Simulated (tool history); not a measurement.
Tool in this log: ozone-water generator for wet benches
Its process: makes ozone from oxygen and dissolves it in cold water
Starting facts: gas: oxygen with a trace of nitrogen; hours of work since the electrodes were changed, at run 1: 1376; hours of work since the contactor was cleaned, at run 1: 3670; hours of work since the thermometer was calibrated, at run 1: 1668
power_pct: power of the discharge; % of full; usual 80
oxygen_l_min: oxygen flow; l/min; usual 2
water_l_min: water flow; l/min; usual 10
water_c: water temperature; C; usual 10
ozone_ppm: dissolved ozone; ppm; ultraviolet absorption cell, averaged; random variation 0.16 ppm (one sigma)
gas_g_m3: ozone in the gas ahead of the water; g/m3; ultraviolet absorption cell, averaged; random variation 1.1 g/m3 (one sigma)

| run | hour | power_pct | oxygen_l_min | water_l_min | water_c | hours of work since the electrodes were changed | hours of work since the contactor was cleaned | hours of work since the thermometer was calibrated | ozone_ppm | gas_g_m3 |
|---|---|---|---|---|---|---|---|---|---|---|
| 1 | 0 | 80 | 2 | 10 | 10 | 1376 | 3670 | 1668 | 20.5 | 185.2 |
| 2 | 22.1 | 80 | 2 | 10 | 10 | 1395 | 3689 | 1686 | 20.7 | 184.5 |
| 3 | 74.2 | 80 | 2 | 10 | 13 | 1439 | 3733 | 1731 | 19.7 | 188 |
| 4 | 105.3 | 80 | 2 | 10 | 13 | 1465 | 3760 | 1757 | 19.8 | 183.9 |
| 5 | 144.4 | 72 | 2 | 10 | 13 | 1499 | 3793 | 1790 | 18.3 | 172.4 |
|  | 169.7 | contactor cleaned |
| 6 | 173.6 | 72 | 2 | 10 | 13 | 1520 | 3 | 1812 | 19 | 174.3 |
| 7 | 218.3 | 80 | 2 | 10 | 10 | 1558 | 41 | 1850 | 20.6 | 184.3 |
| 8 | 271.1 | 80 | 2 | 10 | 10 | 1603 | 86 | 1895 | 20.8 | 182.9 |
| 9 | 298.4 | 80 | 2 | 10 | 9 | 1626 | 109 | 1918 | 20.9 | 186.2 |
| 10 | 335.3 | 68 | 2 | 10 | 8 | 1657 | 141 | 1949 | 19 | 166.9 |
| 11 | 358.5 | 68 | 2 | 10 | 8 | 1677 | 160 | 1969 | 19.3 | 167 |
| 12 | 387.4 | 57 | 2 | 10 | 8 | 1702 | 185 | 1994 | 17.3 | 150.9 |
| 13 | 440.1 | 80 | 2 | 7 | 17 | 1747 | 230 | 2038 | 24.6 | 182.8 |

Alternative continuations, all from the tool just after run 13; predict every row:
| A | 487.7 | 80 | 1.95 | 10 | 11 | 1787 | 270 | 2079 | ? | ? |
| B | 487.7 | 75 | 2 | 7 | 17 | 1787 | 270 | 2079 | ? | ? |
| C | 487.7 | 80 | 2.11 | 12 | 9 | 1787 | 270 | 2079 | ? | ? |

| run | ozone_ppm | gas_g_m3 |
|---|---|---|
| A | 20.3 | 186.6 |
| B | 23.4 | 176 |
| C | 17.8 | 177.6 |
Without the tool's hidden state the same runs would have given:
| run | ozone_ppm | gas_g_m3 |
|---|---|---|
| A | 21.4 | 196.1 |
| B | 24.7 | 184.6 |
| C | 18.8 | 186.7 |

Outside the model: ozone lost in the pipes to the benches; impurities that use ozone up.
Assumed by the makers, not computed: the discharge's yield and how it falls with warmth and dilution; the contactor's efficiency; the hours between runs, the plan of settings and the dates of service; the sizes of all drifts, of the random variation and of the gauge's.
